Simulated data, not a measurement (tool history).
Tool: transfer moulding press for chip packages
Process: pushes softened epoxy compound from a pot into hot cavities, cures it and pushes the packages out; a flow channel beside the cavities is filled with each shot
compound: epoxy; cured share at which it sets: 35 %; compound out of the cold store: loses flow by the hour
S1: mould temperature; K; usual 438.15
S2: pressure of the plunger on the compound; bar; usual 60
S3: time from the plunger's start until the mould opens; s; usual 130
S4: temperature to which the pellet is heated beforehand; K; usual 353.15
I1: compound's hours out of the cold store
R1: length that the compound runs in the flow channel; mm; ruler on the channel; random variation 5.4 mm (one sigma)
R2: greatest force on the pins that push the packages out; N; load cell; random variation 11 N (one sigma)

| run | hour | S1 | S2 | S3 | S4 | I1 | R1 | R2 |
|---|---|---|---|---|---|---|---|---|
| 1 | 0 | 438.15 | 60 | 130 | 353.15 | 29.6 | 781 | 510 |
| 2 | 17.4 | 438.15 | 60 | 130 | 353.15 | 35.8 | 760 | 492 |
| 3 | 38.1 | 440.15 | 60 | 130 | 353.15 | 36.6 | 753 | 459 |
| 4 | 58.9 | 443.15 | 60 | 130 | 353.15 | 9.9 | 844 | 439 |
|  | 66.5 | cavities cleaned with cleaning compound and waxed |
| 5 | 79 | 443.15 | 60 | 130 | 353.15 | 30.2 | 767 | 434 |
| 6 | 93.6 | 443.15 | 60 | 130 | 353.15 | 11.7 | 843 | 440 |
| 7 | 113.1 | 443.15 | 60 | 130 | 353.15 | 46.2 | 701 | 429 |
| 8 | 135.1 | 438.15 | 52.9 | 130 | 353.15 | 10.9 | 815 | 522 |
|  | 146.5 | plunger's sealing rings changed |
| 9 | 150.8 | 438.15 | 52.9 | 130 | 353.15 | 20.7 | 778 | 508 |
|  | 167.3 | cavities cleaned with cleaning compound and waxed |
| 10 | 168.6 | 438.15 | 52.9 | 130 | 353.15 | 26.7 | 748 | 493 |
| 11 | 191.7 | 438.15 | 52.9 | 130 | 353.15 | 24.9 | 759 | 508 |
| 12 | 209.7 | 438.15 | 60 | 130 | 358.15 | 33.8 | 774 | 480 |
| 13 | 227.3 | 438.15 | 60 | 130 | 358.15 | 35.3 | 769 | 493 |
| 14 | 248.1 | 438.15 | 60 | 130 | 358.15 | 13.5 | 860 | 518 |
|  | 266.4 | cavities cleaned with cleaning compound and waxed |
| 15 | 271.1 | 438.15 | 60 | 126 | 358.15 | 45.9 | 717 | 498 |
| 16 | 291.4 | 438.15 | 60 | 126 | 358.15 | 38.9 | 758 | 490 |
| 17 | 309.2 | 438.15 | 59.6 | 145 | 358.15 | 40.4 | 750 | 456 |
| 18 | 332.7 | 445.15 | 59.6 | 119 | 358.15 | 43.2 | 707 | 436 |
| 19 | 345.7 | 437.15 | 59.6 | 119 | 358.15 | 10.9 | 868 | 614 |
|  | 364.4 | cavities cleaned with cleaning compound and waxed |
| 20 | 365.1 | 437.15 | 59.6 | 119 | 358.15 | 33.5 | 778 | 593 |
| 21 | 377.9 | 444.15 | 59.6 | 119 | 358.15 | 13.6 | 829 | 439 |
| 22 | 390.3 | 437.15 | 47.6 | 160 | 346.15 | 10 | 787 | 439 |
| 23 | 405.6 | 437.15 | 64.3 | 111 | 345.15 | 36.2 | 794 | 652 |
| 24 | 426.4 | 437.15 | 52.3 | 111 | 363.15 | 14.4 | 808 | 705 |
| 25 | 441.4 | 434.15 | 65.6 | 114 | 353.15 | 8.5 | 954 | 897 |
|  | 462.1 | cavities cleaned with cleaning compound and waxed |
| 26 | 462.9 | 443.15 | 54.5 | 114 | 353.15 | 30.8 | 729 | 441 |
| 27 | 480.3 | 443.15 | 54.5 | 121 | 350.15 | 11.6 | 801 | 450 |
| 28 | 491.5 | 438.15 | 58.9 | 129 | 347.15 | 10.6 | 864 | 535 |
| 29 | 502.4 | 443.15 | 67.3 | 130 | 353.15 | 30.6 | 815 | 456 |

Forecast each of these 3 alternatives for the next run:
| A | 517.7 | 438.15 | 60 | 134 | 353.15 | 35.6 | ? | ? |
| B | 517.7 | 438.15 | 59.5 | 159 | 357.15 | 46.7 | ? | ? |
| C | 517.7 | 436.15 | 60 | 168 | 353.15 | 30.2 | ? | ? |

| run | R1 | R2 |
|---|---|---|
| A | 762 | 486 |
| B | 728 | 444 |
| C | 790 | 453 |
Without the tool's hidden state the same runs would have given:
| run | R1 | R2 |
|---|---|---|
| A | 764 | 479 |
| B | 730 | 437 |
| C | 793 | 447 |

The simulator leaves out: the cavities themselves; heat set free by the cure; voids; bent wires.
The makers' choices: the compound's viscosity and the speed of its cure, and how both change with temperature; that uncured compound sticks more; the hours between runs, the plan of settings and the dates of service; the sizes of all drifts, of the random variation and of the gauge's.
